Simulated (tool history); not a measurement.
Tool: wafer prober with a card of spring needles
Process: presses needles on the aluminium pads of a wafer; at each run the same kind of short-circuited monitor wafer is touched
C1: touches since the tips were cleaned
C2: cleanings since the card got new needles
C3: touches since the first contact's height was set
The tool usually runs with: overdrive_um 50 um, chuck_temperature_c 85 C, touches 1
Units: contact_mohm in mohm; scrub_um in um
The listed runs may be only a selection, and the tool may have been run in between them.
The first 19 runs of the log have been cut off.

Run 20, hour 110.1: usual settings but overdrive_um 49 um, chuck_temperature_c 71 C, touches 2; C1 7985; C2 5; C3 54608. Result: contact_mohm 290 mohm, scrub_um 12.86 um.
At hour 112.8: tips cleaned on abrasive film.
Run 21, hour 115.1: usual settings but overdrive_um 49 um, chuck_temperature_c 71 C, touches 2; C1 401; C2 6; C3 55459. Result: contact_mohm 240 mohm, scrub_um 12.84 um.
Run 22, hour 121.3: usual settings but overdrive_um 35 um, chuck_temperature_c 40 C, touches 2; C1 1493; C2 6; C3 56551. Result: contact_mohm 309 mohm, scrub_um 9.16 um.
Run 23, hour 128.1: usual settings but overdrive_um 66 um, chuck_temperature_c 118 C; C1 2682; C2 6; C3 57740. Result: contact_mohm 276 mohm, scrub_um 17.36 um.
Run 24, hour 132.4: usual settings but overdrive_um 33 um, chuck_temperature_c 98 C, touches 3; C1 3419; C2 6; C3 58477. Result: contact_mohm 316 mohm, scrub_um 8.65 um.
Run 25, hour 139.1: usual settings but overdrive_um 46 um, chuck_temperature_c 122 C; C1 4602; C2 6; C3 59660. Result: contact_mohm 352 mohm, scrub_um 12.12 um.
Run 26, hour 148.1: usual settings but overdrive_um 69 um, chuck_temperature_c 96 C; C1 6165; C2 6; C3 61223. Result: contact_mohm 277 mohm, scrub_um 18.15 um.
Run 27, hour 155.7: usual settings but overdrive_um 41 um, touches 2; C1 7493; C2 6; C3 62551. Result: contact_mohm 327 mohm, scrub_um 10.78 um.
At hour 160.8: tips cleaned on abrasive film.
Run 28, hour 161.3: usual settings but overdrive_um 41 um, touches 2; C1 78; C2 7; C3 63510. Result: contact_mohm 245 mohm, scrub_um 10.72 um.
Run 29, hour 168.3: usual settings but chuck_temperature_c 63 C, touches 2; C1 1309; C2 7; C3 64741. Result: contact_mohm 258 mohm, scrub_um 13.10 um.
Run 30, hour 173.4: usual settings but overdrive_um 67 um, chuck_temperature_c 53 C, touches 2; C1 2192; C2 7; C3 65624. Result: contact_mohm 239 mohm, scrub_um 17.65 um.
Run 31, hour 181.4: usual settings but overdrive_um 39 um, touches 2; C1 3587; C2 7; C3 67019. Result: contact_mohm 320 mohm, scrub_um 10.16 um.
Run 32, hour 185.9: usual settings but overdrive_um 51 um, chuck_temperature_c 48 C; C1 4375; C2 7; C3 67807. Result: contact_mohm 317 mohm, scrub_um 13.34 um.
Run 33, hour 194.7: usual settings but overdrive_um 33 um, chuck_temperature_c 88 C; C1 5903; C2 7; C3 69335. Result: contact_mohm 479 mohm, scrub_um 8.54 um.
Run 34, hour 198.6: usual settings but overdrive_um 46 um, chuck_temperature_c 78 C; C1 6599; C2 7; C3 70031. Result: contact_mohm 352 mohm, scrub_um 12.08 um.

Forecast each of these 5 alternatives for the next run:
Run A, hour 203.4: usual settings but overdrive_um 61 um, chuck_temperature_c 78 C, touches 2; C1 7425; C2 7; C3 70857. Result: contact_mohm ?, scrub_um ?.
Run B, hour 203.4: usual settings but overdrive_um 62 um, chuck_temperature_c 42 C; C1 7425; C2 7; C3 70857. Result: contact_mohm ?, scrub_um ?.
Run C, hour 203.4: usual settings but overdrive_um 52 um, chuck_temperature_c 42 C, touches 3; C1 7425; C2 7; C3 70857. Result: contact_mohm ?, scrub_um ?.
Run D, hour 203.4: usual settings but chuck_temperature_c 45 C; C1 7425; C2 7; C3 70857. Result: contact_mohm ?, scrub_um ?.
Run E, hour 203.4: usual settings but overdrive_um 30 um, chuck_temperature_c 44 C; C1 7425; C2 7; C3 70857. Result: contact_mohm ?, scrub_um ?.

run  contact_mohm  scrub_um
  A           255     16.04
  B           288     16.25
  C           254     13.59
  D           331     13.18
  E           543      7.74
Without the tool's unlogged condition, the same runs would have read:
run  contact_mohm  scrub_um
  A           210     16.18
  B           208     16.39
  C           213     13.74
  D           213     13.32
  E           230      7.88
